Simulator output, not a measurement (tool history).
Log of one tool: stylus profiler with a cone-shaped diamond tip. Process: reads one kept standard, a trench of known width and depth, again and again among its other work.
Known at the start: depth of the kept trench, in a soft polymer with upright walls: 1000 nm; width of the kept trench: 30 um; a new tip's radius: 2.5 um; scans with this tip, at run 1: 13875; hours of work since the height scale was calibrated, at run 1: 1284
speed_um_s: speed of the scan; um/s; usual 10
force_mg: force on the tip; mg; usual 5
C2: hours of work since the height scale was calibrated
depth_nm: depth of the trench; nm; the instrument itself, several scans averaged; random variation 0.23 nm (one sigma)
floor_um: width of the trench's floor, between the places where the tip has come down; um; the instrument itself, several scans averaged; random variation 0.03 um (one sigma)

{"run": 1, "hour": 0.0, "speed_um_s": 10, "force_mg": 5, "scans with this tip": 13875, "C2": 1284, "depth_nm": 1023.67, "floor_um": 25.91}
{"run": 2, "hour": 17.6, "speed_um_s": 10, "force_mg": 5, "scans with this tip": 14003, "C2": 1296, "depth_nm": 1023.63, "floor_um": 25.96}
{"run": 3, "hour": 27.4, "speed_um_s": 10, "force_mg": 5, "scans with this tip": 14074, "C2": 1303, "depth_nm": 1023.41, "floor_um": 25.94}
{"run": 4, "hour": 42.5, "speed_um_s": 10, "force_mg": 5, "scans with this tip": 14183, "C2": 1313, "depth_nm": 1023.56, "floor_um": 26.01}
{"run": 5, "hour": 54.2, "speed_um_s": 10, "force_mg": 5, "scans with this tip": 14267, "C2": 1321, "depth_nm": 1023.73, "floor_um": 25.95}
{"run": 6, "hour": 64.6, "speed_um_s": 9, "force_mg": 5, "scans with this tip": 14343, "C2": 1328, "depth_nm": 1023.21, "floor_um": 25.96}
{"run": 7, "hour": 75.5, "speed_um_s": 9, "force_mg": 5, "scans with this tip": 14422, "C2": 1335, "depth_nm": 1023.99, "floor_um": 25.97}
{"run": 8, "hour": 84.5, "speed_um_s": 9, "force_mg": 5, "scans with this tip": 14487, "C2": 1341, "depth_nm": 1023.6, "floor_um": 25.89}
{"run": 9, "hour": 100.5, "speed_um_s": 10, "force_mg": 4.16, "scans with this tip": 14603, "C2": 1352, "depth_nm": 1020.77, "floor_um": 25.97}
{"run": 10, "hour": 109.7, "speed_um_s": 10, "force_mg": 5, "scans with this tip": 14670, "C2": 1358, "depth_nm": 1023.65, "floor_um": 25.96}
{"run": 11, "hour": 124.8, "speed_um_s": 10, "force_mg": 5, "scans with this tip": 14779, "C2": 1368, "depth_nm": 1023.67, "floor_um": 25.96}
{"run": 12, "hour": 142.0, "speed_um_s": 10, "force_mg": 12.06, "scans with this tip": 14904, "C2": 1379, "depth_nm": 1042.2, "floor_um": 25.95}
{"run": 13, "hour": 158.8, "speed_um_s": 10, "force_mg": 12.06, "scans with this tip": 15025, "C2": 1391, "depth_nm": 1043.05, "floor_um": 25.94}

The next listed run, before its measurement:
{"run": 14, "hour": 171.8, "speed_um_s": 10, "force_mg": 12.06, "scans with this tip": 15120, "C2": 1400, "depth_nm": "?", "floor_um": "?"}

depth_nm: 1042.54 nm
floor_um: 26.01 um
Without the tool's hidden state the same run would have given depth_nm 1042.51 nm, floor_um 26.03 um.
